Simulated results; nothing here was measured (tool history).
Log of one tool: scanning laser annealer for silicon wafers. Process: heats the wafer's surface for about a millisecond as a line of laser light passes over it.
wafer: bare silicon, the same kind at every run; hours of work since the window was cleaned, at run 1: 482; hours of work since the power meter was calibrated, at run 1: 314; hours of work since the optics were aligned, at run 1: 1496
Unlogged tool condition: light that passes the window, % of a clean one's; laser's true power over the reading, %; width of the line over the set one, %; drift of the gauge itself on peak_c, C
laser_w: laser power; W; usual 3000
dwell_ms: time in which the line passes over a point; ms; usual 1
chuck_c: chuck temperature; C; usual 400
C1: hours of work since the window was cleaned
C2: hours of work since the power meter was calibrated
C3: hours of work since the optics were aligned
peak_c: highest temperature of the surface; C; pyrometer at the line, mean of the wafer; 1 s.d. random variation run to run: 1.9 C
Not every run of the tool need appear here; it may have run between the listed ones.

Run 1, hour 0: usual settings; C1 482; C2 314; C3 1496. Result: peak_c 1089 C.
Run 2, hour 29.5: usual settings but chuck_c 393 C; C1 496; C2 328; C3 1510. Result: peak_c 1079 C.
Run 3, hour 86.5: usual settings but chuck_c 393 C; C1 522; C2 354; C3 1536. Result: peak_c 1080 C.
Run 4, hour 131.8: usual settings but laser_w 2797 W; C1 543; C2 376; C3 1557. Result: peak_c 1042 C.
Run 5, hour 176.5: usual settings but laser_w 2797 W; C1 564; C2 396; C3 1578. Result: peak_c 1040 C.
Run 6, hour 228.3: usual settings but laser_w 2797 W; C1 588; C2 420; C3 1602. Result: peak_c 1042 C.
At hour 236.7: optics aligned, line set to its width.
Run 7, hour 265: usual settings; C1 602; C2 435; C3 13. Result: peak_c 1074 C.
Run 8, hour 331.9: usual settings but laser_w 3184 W, dwell_ms 1.1 ms, chuck_c 418 C; C1 634; C2 466; C3 44. Result: peak_c 1166 C.
Run 9, hour 377.1: usual settings but laser_w 2570 W, dwell_ms 1.14 ms, chuck_c 418 C; C1 655; C2 487; C3 65. Result: peak_c 1044 C.
At hour 403.5: optics aligned, line set to its width, once more.
Run 10, hour 428.3: usual settings but dwell_ms 0.84 ms, chuck_c 385 C; C1 676; C2 508; C3 11. Result: peak_c 1017 C.
Run 11, hour 486.5: usual settings but dwell_ms 0.84 ms, chuck_c 385 C; C1 703; C2 536; C3 39. Result: peak_c 1016 C.
Run 12, hour 521: usual settings but dwell_ms 1.08 ms, chuck_c 415 C; C1 719; C2 552; C3 55. Result: peak_c 1130 C.
Run 13, hour 588.1: usual settings but laser_w 2984 W, dwell_ms 1.09 ms, chuck_c 384 C; C1 750; C2 583; C3 86. Result: peak_c 1097 C.
At hour 593.9: window over the wafer cleaned.
Run 14, hour 628.7: usual settings but laser_w 3010 W, dwell_ms 0.76 ms; C1 16; C2 601; C3 104. Result: peak_c 1022 C.

3 options for the next run, each taken on its own from the tool as it stands now. Forecast them:
Run A, hour 677.2: usual settings but laser_w 2962 W, chuck_c 414 C; C1 39; C2 623; C3 126. Result: peak_c ?.
Run B, hour 677.2: usual settings but laser_w 2784 W, dwell_ms 0.76 ms, chuck_c 391 C; C1 39; C2 623; C3 126. Result: peak_c ?.
Run C, hour 677.2: usual settings but laser_w 3121 W, dwell_ms 0.76 ms; C1 39; C2 623; C3 126. Result: peak_c ?.

run  peak_c
  A    1113
  B     967
  C    1038
Without the tool's hidden state the same runs would have given:
run  peak_c
  A    1119
  B     971
  C    1043

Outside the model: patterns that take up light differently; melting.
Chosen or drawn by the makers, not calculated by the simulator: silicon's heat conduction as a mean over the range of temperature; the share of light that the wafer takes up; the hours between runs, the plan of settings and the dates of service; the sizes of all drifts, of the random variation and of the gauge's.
